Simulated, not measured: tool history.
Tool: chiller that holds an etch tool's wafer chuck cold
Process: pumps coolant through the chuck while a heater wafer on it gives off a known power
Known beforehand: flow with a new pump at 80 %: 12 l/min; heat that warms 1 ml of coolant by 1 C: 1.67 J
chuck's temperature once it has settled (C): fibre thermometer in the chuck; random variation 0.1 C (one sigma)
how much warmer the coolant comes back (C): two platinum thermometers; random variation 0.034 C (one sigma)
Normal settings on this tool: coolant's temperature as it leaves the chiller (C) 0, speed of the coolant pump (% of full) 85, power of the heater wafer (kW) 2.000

| run | hour | coolant's temperature as it leaves the chiller (C) | speed of the coolant pump (% of full) | power of the heater wafer (kW) | chuck's temperature once it has settled (C) | how much warmer the coolant comes back (C) |
|---|---|---|---|---|---|---|
| 1 | 0.0 | 0 | 85 | 2.000 | 15.8 | 5.76 |
| 2 | 60.3 | 0 | 85 | 2.000 | 15.7 | 5.80 |
| 3 | 125.2 | 0 | 85 | 2.000 | 15.7 | 5.75 |
| 4 | 171.6 | 0 | 85 | 2.680 | 20.8 | 7.78 |
| 5 | 247.4 | 0 | 85 | 2.680 | 21.2 | 7.73 |
| 6 | 315.6 | 0 | 71 | 2.680 | 23.7 | 9.50 |
| 7 | 374.1 | 0 | 71 | 2.680 | 23.8 | 9.46 |
| 8 | 459.6 | 4 | 85 | 1.743 | 17.7 | 5.06 |
| 9 | 541.9 | 8 | 94 | 1.743 | 20.8 | 4.57 |
| 10 | 597.6 | 8 | 94 | 1.743 | 20.9 | 4.62 |
| 11 | 651.2 | 10 | 85 | 2.000 | 25.9 | 5.86 |
| 12 | 735.1 | -2 | 89 | 1.530 | 9.9 | 4.24 |
| 13 | 799.2 | -2 | 63 | 1.530 | 12.8 | 6.31 |
| 14 | 845.4 | -8 | 64 | 1.240 | 3.8 | 5.05 |

Forecast each of these 5 alternatives for the next run:
| A | 885.5 | -8 | 87 | 1.240 | ? | ? |
| B | 885.5 | 3 | 64 | 1.240 | ? | ? |
| C | 885.5 | -8 | 82 | 1.240 | ? | ? |
| D | 885.5 | -8 | 85 | 2.000 | ? | ? |
| E | 885.5 | -8 | 64 | 2.295 | ? | ? |

| run | chuck's temperature once it has settled (C) | how much warmer the coolant comes back (C) |
|---|---|---|
| A | 1.8 | 3.63 |
| B | 14.6 | 5.05 |
| C | 2.3 | 3.81 |
| D | 8.0 | 5.93 |
| E | 14.0 | 9.39 |
Had the tool no hidden state, the same runs would have come out as:
| run | chuck's temperature once it has settled (C) | how much warmer the coolant comes back (C) |
|---|---|---|
| A | 1.2 | 3.43 |
| B | 13.9 | 4.77 |
| C | 1.7 | 3.59 |
| D | 7.0 | 5.60 |
| E | 12.6 | 8.87 |

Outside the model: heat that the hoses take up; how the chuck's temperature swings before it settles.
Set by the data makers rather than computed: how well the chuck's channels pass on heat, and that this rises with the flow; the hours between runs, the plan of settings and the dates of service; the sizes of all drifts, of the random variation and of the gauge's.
